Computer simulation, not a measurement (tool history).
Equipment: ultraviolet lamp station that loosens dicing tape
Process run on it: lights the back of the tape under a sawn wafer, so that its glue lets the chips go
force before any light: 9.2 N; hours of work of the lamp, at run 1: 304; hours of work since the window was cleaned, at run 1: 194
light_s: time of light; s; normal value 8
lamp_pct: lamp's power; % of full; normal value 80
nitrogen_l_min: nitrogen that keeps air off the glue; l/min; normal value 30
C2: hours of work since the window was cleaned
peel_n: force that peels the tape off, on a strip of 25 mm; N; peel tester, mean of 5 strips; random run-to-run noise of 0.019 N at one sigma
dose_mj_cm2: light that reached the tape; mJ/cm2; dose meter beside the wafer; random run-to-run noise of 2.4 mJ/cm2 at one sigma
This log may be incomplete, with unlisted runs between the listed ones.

run 1 hour=0 | light_s=8 lamp_pct=80 nitrogen_l_min=30 | hours_of_work_of_the_lamp=304 C2=194 | peel_n=1.216 dose_mj_cm2=212
run 2 hour=17.7 | light_s=8 lamp_pct=80 nitrogen_l_min=30 | hours_of_work_of_the_lamp=315 C2=205 | peel_n=1.221 dose_mj_cm2=210
run 3 hour=38 | light_s=8 lamp_pct=80 nitrogen_l_min=30 | hours_of_work_of_the_lamp=328 C2=219 | peel_n=1.247 dose_mj_cm2=208
run 4 hour=66.6 | light_s=8 lamp_pct=80 nitrogen_l_min=30 | hours_of_work_of_the_lamp=347 C2=237 | peel_n=1.285 dose_mj_cm2=208
run 5 hour=86.7 | light_s=8 lamp_pct=80 nitrogen_l_min=30 | hours_of_work_of_the_lamp=360 C2=250 | peel_n=1.333 dose_mj_cm2=200
run 6 hour=102.6 | light_s=8 lamp_pct=80 nitrogen_l_min=30 | hours_of_work_of_the_lamp=370 C2=261 | peel_n=1.347 dose_mj_cm2=198
run 7 hour=124.7 | light_s=8 lamp_pct=60 nitrogen_l_min=30 | hours_of_work_of_the_lamp=385 C2=275 | peel_n=2.134 dose_mj_cm2=150
run 8 hour=150.8 | light_s=8 lamp_pct=80 nitrogen_l_min=30 | hours_of_work_of_the_lamp=402 C2=292 | peel_n=1.387 dose_mj_cm2=202
run 9 hour=170.9 | light_s=8 lamp_pct=80 nitrogen_l_min=30 | hours_of_work_of_the_lamp=415 C2=305 | peel_n=1.441 dose_mj_cm2=194
run 10 hour=188 | light_s=8 lamp_pct=80 nitrogen_l_min=12 | hours_of_work_of_the_lamp=426 C2=316 | peel_n=2.251 dose_mj_cm2=190
run 11 hour=206.7 | light_s=5 lamp_pct=62 nitrogen_l_min=24 | hours_of_work_of_the_lamp=438 C2=329 | peel_n=3.78 dose_mj_cm2=94
-- hour=222.2 window cleaned of glue's vapour
run 12 hour=229.1 | light_s=8 lamp_pct=68 nitrogen_l_min=41 | hours_of_work_of_the_lamp=453 C2=4 | peel_n=1.265 dose_mj_cm2=195
run 13 hour=255.4 | light_s=8 lamp_pct=68 nitrogen_l_min=41 | hours_of_work_of_the_lamp=470 C2=22 | peel_n=1.264 dose_mj_cm2=190
run 14 hour=269.9 | light_s=8 lamp_pct=68 nitrogen_l_min=41 | hours_of_work_of_the_lamp=479 C2=31 | peel_n=1.305 dose_mj_cm2=190
run 15 hour=284.7 | light_s=12 lamp_pct=68 nitrogen_l_min=21 | hours_of_work_of_the_lamp=489 C2=41 | peel_n=0.854 dose_mj_cm2=279
run 16 hour=307.2 | light_s=10 lamp_pct=79 nitrogen_l_min=21 | hours_of_work_of_the_lamp=503 C2=55 | peel_n=0.927 dose_mj_cm2=271
run 17 hour=335.7 | light_s=12 lamp_pct=71 nitrogen_l_min=59 | hours_of_work_of_the_lamp=522 C2=74 | peel_n=0.479 dose_mj_cm2=284

3 options for the next run, each taken on its own from the tool as it stands now. Forecast them:
run A hour=350.7 | light_s=9 lamp_pct=71 nitrogen_l_min=27 | hours_of_work_of_the_lamp=532 C2=84 | peel_n=? dose_mj_cm2=?
run B hour=350.7 | light_s=7 lamp_pct=80 nitrogen_l_min=59 | hours_of_work_of_the_lamp=532 C2=84 | peel_n=? dose_mj_cm2=?
run C hour=350.7 | light_s=7 lamp_pct=71 nitrogen_l_min=15 | hours_of_work_of_the_lamp=532 C2=84 | peel_n=? dose_mj_cm2=?

run=A peel_n=1.273 dose_mj_cm2=208
run=B peel_n=1.098 dose_mj_cm2=186
run=C peel_n=2.478 dose_mj_cm2=167
Take away the tool's hidden state, keep each run's random variation, and the runs would have read:
run=A peel_n=0.963 dose_mj_cm2=243
run=B peel_n=0.823 dose_mj_cm2=218
run=C peel_n=2.015 dose_mj_cm2=194
